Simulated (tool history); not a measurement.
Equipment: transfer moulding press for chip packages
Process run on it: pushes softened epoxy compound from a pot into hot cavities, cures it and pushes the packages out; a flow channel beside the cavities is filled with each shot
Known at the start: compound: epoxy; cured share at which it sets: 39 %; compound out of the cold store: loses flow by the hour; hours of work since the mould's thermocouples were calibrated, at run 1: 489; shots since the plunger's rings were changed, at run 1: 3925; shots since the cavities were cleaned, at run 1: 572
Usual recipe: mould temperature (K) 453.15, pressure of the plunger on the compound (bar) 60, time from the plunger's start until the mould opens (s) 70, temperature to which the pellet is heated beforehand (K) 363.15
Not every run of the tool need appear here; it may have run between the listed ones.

| run | day | mould temperature (K) | pressure of the plunger on the compound (bar) | time from the plunger's start until the mould opens (s) | temperature to which the pellet is heated beforehand (K) | hours of work since the mould's thermocouples were calibrated | shots since the plunger's rings were changed | shots since the cavities were cleaned | incoming compound's hours out of the cold store | length that the compound runs in the flow channel (mm) | greatest force on the pins that push the packages out (N) |
|---|---|---|---|---|---|---|---|---|---|---|---|
| 1 | 0 | 453.15 | 60 | 70 | 363.15 | 489 | 3925 | 572 | 10.9 | 841 | 1094 |
|  | 1.583 | cavities cleaned with cleaning compound and waxed |
| 2 | 3.538 | 453.15 | 60 | 70 | 363.15 | 536 | 4970 | 588 | 20.8 | 794 | 1046 |
|  | 4.104 | mould's thermocouples calibrated |
|  | 5.204 | cavities cleaned with cleaning compound and waxed |
| 3 | 7.729 | 453.15 | 60 | 70 | 363.15 | 47 | 6188 | 760 | 22 | 781 | 1200 |
|  | 8.475 | cavities cleaned with cleaning compound and waxed |
|  | 8.85 | plunger's sealing rings changed |
|  | 11.871 | cavities cleaned with cleaning compound and waxed |
| 4 | 11.979 | 453.15 | 60 | 70 | 363.15 | 101 | 923 | 32 | 16.7 | 850 | 710 |
| 5 | 14.821 | 453.15 | 60 | 70 | 363.15 | 139 | 1778 | 887 | 22 | 824 | 1225 |
|  | 15.133 | cavities cleaned with cleaning compound and waxed |
| 6 | 18.088 | 453.15 | 60 | 98 | 363.15 | 181 | 2743 | 889 | 19 | 822 | 666 |
|  | 18.592 | cavities cleaned with cleaning compound and waxed |
| 7 | 21.708 | 453.15 | 60 | 98 | 363.15 | 229 | 3814 | 939 | 37.3 | 772 | 674 |
|  | 22.079 | cavities cleaned with cleaning compound and waxed |
| 8 | 24.979 | 453.15 | 60 | 98 | 363.15 | 271 | 4779 | 873 | 20 | 807 | 649 |
|  | 25.35 | cavities cleaned with cleaning compound and waxed |
| 9 | 28.258 | 453.15 | 60 | 98 | 363.15 | 314 | 5748 | 876 | 21.6 | 804 | 642 |
|  | 28.942 | cavities cleaned with cleaning compound and waxed |
|  | 30.658 | plunger's sealing rings changed |
| 10 | 32.154 | 453.15 | 60 | 70 | 363.15 | 364 | 449 | 935 | 29.8 | 811 | 1191 |
|  | 32.5 | cavities cleaned with cleaning compound and waxed |
| 11 | 35.55 | 453.15 | 60 | 70 | 363.15 | 408 | 1453 | 919 | 28.6 | 811 | 1123 |
|  | 35.779 | cavities cleaned with cleaning compound and waxed |
| 12 | 38.321 | 453.15 | 60 | 70 | 363.15 | 444 | 2268 | 766 | 8.6 | 854 | 1222 |
|  | 39.233 | cavities cleaned with cleaning compound and waxed |
| 13 | 41.121 | 453.15 | 60 | 70 | 363.15 | 481 | 3092 | 568 | 26.4 | 802 | 1021 |
|  | 42.65 | cavities cleaned with cleaning compound and waxed |
| 14 | 44.575 | 453.15 | 60 | 94 | 356.15 | 526 | 4113 | 580 | 20 | 821 | 604 |
|  | 45.954 | mould's thermocouples calibrated |
|  | 46.017 | cavities cleaned with cleaning compound and waxed |
| 15 | 47.767 | 453.15 | 60 | 94 | 356.15 | 23 | 5029 | 527 | 30.8 | 780 | 605 |
|  | 49.35 | cavities cleaned with cleaning compound and waxed |
| 16 | 51.058 | 453.15 | 60 | 94 | 356.15 | 66 | 6001 | 514 | 8.5 | 829 | 596 |
|  | 52.621 | plunger's sealing rings changed |
|  | 52.946 | cavities cleaned with cleaning compound and waxed |
| 17 | 53.554 | 453.15 | 50.2 | 70 | 356.15 | 97 | 262 | 183 | 36.7 | 726 | 843 |
| 18 | 55.971 | 453.15 | 50.2 | 70 | 356.15 | 129 | 989 | 910 | 26.3 | 753 | 1196 |
|  | 56.275 | cavities cleaned with cleaning compound and waxed |
| 19 | 58.154 | 453.15 | 51 | 90 | 359.15 | 158 | 1628 | 567 | 42.5 | 704 | 618 |
|  | 59.658 | cavities cleaned with cleaning compound and waxed |
| 20 | 60.704 | 453.15 | 51 | 90 | 359.15 | 191 | 2376 | 315 | 37.1 | 715 | 532 |
|  | 63.125 | cavities cleaned with cleaning compound and waxed |
| 21 | 63.208 | 454.15 | 60 | 70 | 363.15 | 223 | 3111 | 25 | 13.1 | 824 | 652 |
|  | 66.471 | cavities cleaned with cleaning compound and waxed |
| 22 | 66.471 | 454.15 | 63.9 | 53 | 363.15 | 266 | 4073 | 0 | 9.5 | 867 | 1338 |
| 23 | 68.796 | 449.15 | 48.9 | 88 | 369.15 | 297 | 4774 | 701 | 21.6 | 741 | 797 |
|  | 69.821 | cavities cleaned with cleaning compound and waxed |
| 24 | 71.288 | 453.15 | 50.3 | 65 | 358.15 | 329 | 5504 | 441 | 46.7 | 666 | 1112 |
|  | 73.162 | cavities cleaned with cleaning compound and waxed |
|  | 74.704 | plunger's sealing rings changed |
| 25 | 74.775 | 453.15 | 63.1 | 70 | 363.15 | 373 | 21 | 454 | 24.4 | 848 | 964 |

5 options for the next run, each taken on its own from the tool as it stands now. Forecast them:
|  | 76.617 | cavities cleaned with cleaning compound and waxed |
| A | 78.617 | 445.15 | 63.1 | 52 | 369.15 | 424 | 1159 | 602 | 24.4 | ? | ? |
|  | 76.617 | cavities cleaned with cleaning compound and waxed |
| B | 78.617 | 457.15 | 67.7 | 70 | 361.15 | 424 | 1159 | 602 | 27.8 | ? | ? |
|  | 76.617 | cavities cleaned with cleaning compound and waxed |
| C | 78.617 | 453.15 | 56.1 | 70 | 356.15 | 424 | 1159 | 602 | 43.5 | ? | ? |
|  | 76.617 | cavities cleaned with cleaning compound and waxed |
| D | 78.617 | 452.15 | 53.4 | 70 | 361.15 | 424 | 1159 | 602 | 43.8 | ? | ? |
|  | 76.617 | cavities cleaned with cleaning compound and waxed |
| E | 78.617 | 453.15 | 63.1 | 70 | 360.15 | 424 | 1159 | 602 | 13.2 | ? | ? |

| run | length that the compound runs in the flow channel (mm) | greatest force on the pins that push the packages out (N) |
|---|---|---|
| A | 876 | 2944 |
| B | 863 | 789 |
| C | 742 | 1029 |
| D | 733 | 1017 |
| E | 885 | 1083 |
With the hidden condition removed and each run's random variation left untouched, the same runs would have given:
| run | length that the compound runs in the flow channel (mm) | greatest force on the pins that push the packages out (N) |
|---|---|---|
| A | 890 | 1722 |
| B | 877 | 477 |
| C | 754 | 627 |
| D | 745 | 619 |
| E | 900 | 663 |
